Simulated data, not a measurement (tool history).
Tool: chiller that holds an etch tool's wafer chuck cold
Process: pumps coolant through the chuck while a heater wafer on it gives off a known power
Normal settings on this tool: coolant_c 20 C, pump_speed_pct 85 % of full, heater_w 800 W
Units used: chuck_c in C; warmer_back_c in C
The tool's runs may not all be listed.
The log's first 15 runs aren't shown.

| run | hour | coolant_c | pump_speed_pct | heater_w | chuck_c | warmer_back_c |
|---|---|---|---|---|---|---|
| 16 | 552.9 | 20 | 85 | 800 | 27.0 | 2.70 |
| 17 | 596.9 | 20 | 85 | 800 | 27.1 | 2.68 |
| 18 | 629.0 | 22 | 97 | 443 | 25.6 | 1.28 |
| 19 | 655.2 | 13 | 75 | 669 | 19.6 | 2.58 |
| 20 | 684.5 | 13 | 83 | 669 | 19.1 | 2.28 |
| 21 | 723.6 | 16 | 67 | 912 | 25.5 | 3.97 |
| 22 | 754.8 | 21 | 88 | 507 | 25.6 | 1.65 |
|  | 759.2 | chiller's thermometer calibrated |
| 23 | 785.6 | 21 | 88 | 507 | 25.4 | 1.68 |
| 24 | 818.4 | 22 | 65 | 1151 | 34.6 | 5.16 |
| 25 | 847.5 | 20 | 96 | 800 | 26.6 | 2.31 |
| 26 | 880.7 | 23 | 74 | 1049 | 33.4 | 4.14 |
| 27 | 918.8 | 13 | 63 | 965 | 23.5 | 4.52 |
| 28 | 950.6 | 13 | 63 | 965 | 23.6 | 4.48 |
| 29 | 973.1 | 13 | 63 | 965 | 23.6 | 4.52 |
| 30 | 1018.6 | 20 | 72 | 607 | 26.0 | 2.42 |
| 31 | 1047.1 | 14 | 85 | 1105 | 23.9 | 3.69 |
| 32 | 1083.1 | 27 | 90 | 1105 | 36.7 | 3.45 |
| 33 | 1102.9 | 16 | 85 | 633 | 21.6 | 2.16 |

Alternative continuations, all from the tool just after run 33; predict every row:
| A | 1145.3 | 13 | 85 | 800 | ? | ? |
| B | 1145.3 | 14 | 86 | 633 | ? | ? |
| C | 1145.3 | 14 | 75 | 763 | ? | ? |

| run | chuck_c | warmer_back_c |
|---|---|---|
| A | 20.3 | 2.75 |
| B | 19.5 | 2.05 |
| C | 21.4 | 2.94 |
With the hidden condition removed and each run's random variation left untouched, the same runs would have given:
| run | chuck_c | warmer_back_c |
|---|---|---|
| A | 20.3 | 2.75 |
| B | 19.5 | 2.05 |
| C | 21.4 | 2.94 |
